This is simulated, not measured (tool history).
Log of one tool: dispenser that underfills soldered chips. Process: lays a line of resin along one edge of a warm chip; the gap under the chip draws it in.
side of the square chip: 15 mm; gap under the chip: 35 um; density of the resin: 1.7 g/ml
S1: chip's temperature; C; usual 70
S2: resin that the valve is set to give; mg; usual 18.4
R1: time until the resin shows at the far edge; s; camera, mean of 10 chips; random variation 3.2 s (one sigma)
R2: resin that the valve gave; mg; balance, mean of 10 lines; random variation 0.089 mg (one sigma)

run	day	S1	S2	R1	R2
1	0	70	18.4	363.3	18.02
2	0.167	70	18.4	448.5	17.97
3	0.412	59	18.4	917.3	17.65
# day 0.442: new syringe of resin
4	0.546	59	18.4	538.1	17.76
5	0.754	70	20.6	460.1	19.88
6	0.912	70	20.6	564.1	19.84
# day 1: new syringe of resin
7	1.075	70	20.6	336.5	19.73
8	1.296	70	20.6	441.9	19.65
9	1.512	68	17.3	668	16.68
# day 1.558: new syringe of resin
10	1.775	62	19.4	557.1	18.5
11	1.962	65	21.8	607.4	20.87
12	2.088	62	21.1	816.8	19.97
# day 2.117: new syringe of resin
13	2.208	67	20.3	377.2	19.26
14	2.375	67	22.9	466.3	21.52
15	2.592	67	22.9	618.4	21.6

Forecast each of these 5 alternatives for the next run:
# day 2.683: new syringe of resin
A	2.721	78	22.9	?	?
# day 2.683: new syringe of resin
B	2.721	68	22.9	?	?
# day 2.683: new syringe of resin
C	2.721	61	21.4	?	?
# day 2.683: new syringe of resin
D	2.721	71	20.8	?	?
# day 2.683: new syringe of resin
E	2.721	67	15.8	?	?

run	R1	R2
A	240	21.51
B	343.8	21.68
C	454.5	20.26
D	314.7	19.6
E	397.9	14.93
Without the tool's hidden state the same runs would have given:
run	R1	R2
A	233.1	22.79
B	334.9	22.99
C	442.7	21.47
D	305.1	20.77
E	379.5	15.83
